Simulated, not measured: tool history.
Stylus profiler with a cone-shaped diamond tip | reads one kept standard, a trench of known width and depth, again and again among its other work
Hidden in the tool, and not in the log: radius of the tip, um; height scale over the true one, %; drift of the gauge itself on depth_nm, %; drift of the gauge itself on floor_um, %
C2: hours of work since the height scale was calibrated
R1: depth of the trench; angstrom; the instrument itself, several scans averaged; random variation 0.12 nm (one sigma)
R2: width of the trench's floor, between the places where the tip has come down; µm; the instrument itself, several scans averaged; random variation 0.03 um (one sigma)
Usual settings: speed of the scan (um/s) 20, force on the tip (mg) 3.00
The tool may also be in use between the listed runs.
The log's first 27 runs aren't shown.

run 28 hour=1734.7 | speed_of_the_scan_(um/s)=7 force_on_the_tip_(mg)=4.72 | scans_with_this_tip=12143 C2=902 | R1=5075.5 R2=27.27
run 29 hour=1792.4 | speed_of_the_scan_(um/s)=27 force_on_the_tip_(mg)=7.86 | scans_with_this_tip=12490 C2=928 | R1=5104.7 R2=27.28
run 30 hour=1864.7 | speed_of_the_scan_(um/s)=8 force_on_the_tip_(mg)=3.00 | scans_with_this_tip=12924 C2=960 | R1=5053.6 R2=27.28
run 31 hour=1912.6 | speed_of_the_scan_(um/s)=7 force_on_the_tip_(mg)=2.73 | scans_with_this_tip=13212 C2=982 | R1=5051.3 R2=27.36
-- hour=1925.7 new tip fitted, height scale calibrated
run 32 hour=1995.9 | speed_of_the_scan_(um/s)=7 force_on_the_tip_(mg)=2.73 | scans_with_this_tip=422 C2=31 | R1=5050.9 R2=27.36
run 33 hour=2064.6 | speed_of_the_scan_(um/s)=7 force_on_the_tip_(mg)=2.73 | scans_with_this_tip=835 C2=62 | R1=5052.0 R2=27.36
run 34 hour=2117.6 | speed_of_the_scan_(um/s)=31 force_on_the_tip_(mg)=1.29 | scans_with_this_tip=1153 C2=86 | R1=5030.9 R2=27.25
run 35 hour=2209.2 | speed_of_the_scan_(um/s)=66 force_on_the_tip_(mg)=2.55 | scans_with_this_tip=1703 C2=127 | R1=5050.3 R2=27.21
run 36 hour=2271.4 | speed_of_the_scan_(um/s)=10 force_on_the_tip_(mg)=1.84 | scans_with_this_tip=2076 C2=154 | R1=5039.0 R2=27.37
run 37 hour=2319.6 | speed_of_the_scan_(um/s)=63 force_on_the_tip_(mg)=2.60 | scans_with_this_tip=2366 C2=176 | R1=5049.0 R2=27.22
run 38 hour=2358.5 | speed_of_the_scan_(um/s)=54 force_on_the_tip_(mg)=3.00 | scans_with_this_tip=2599 C2=193 | R1=5052.8 R2=27.25
run 39 hour=2423.4 | speed_of_the_scan_(um/s)=14 force_on_the_tip_(mg)=5.03 | scans_with_this_tip=2989 C2=222 | R1=5074.8 R2=27.32
run 40 hour=2463.8 | speed_of_the_scan_(um/s)=14 force_on_the_tip_(mg)=5.03 | scans_with_this_tip=3232 C2=240 | R1=5076.3 R2=27.34

5 ways to go on from here, each from the tool as it stands after run 40. What would each give?
run A hour=2500.9 | speed_of_the_scan_(um/s)=76 force_on_the_tip_(mg)=5.08 | scans_with_this_tip=3454 C2=257 | R1=? R2=?
run B hour=2500.9 | speed_of_the_scan_(um/s)=8 force_on_the_tip_(mg)=2.31 | scans_with_this_tip=3454 C2=257 | R1=? R2=?
run C hour=2500.9 | speed_of_the_scan_(um/s)=22 force_on_the_tip_(mg)=2.05 | scans_with_this_tip=3454 C2=257 | R1=? R2=?
run D hour=2500.9 | speed_of_the_scan_(um/s)=18 force_on_the_tip_(mg)=5.03 | scans_with_this_tip=3454 C2=257 | R1=? R2=?
run E hour=2500.9 | speed_of_the_scan_(um/s)=20 force_on_the_tip_(mg)=1.50 | scans_with_this_tip=3454 C2=257 | R1=? R2=?

run=A R1=5076.9 R2=27.24
run=B R1=5043.8 R2=27.31
run=C R1=5042.1 R2=27.30
run=D R1=5076.5 R2=27.29
run=E R1=5031.0 R2=27.33
Without the tool's hidden state the same runs would have given:
run=A R1=5076.8 R2=27.25
run=B R1=5043.7 R2=27.32
run=C R1=5042.0 R2=27.31
run=D R1=5076.3 R2=27.30
run=E R1=5030.9 R2=27.34
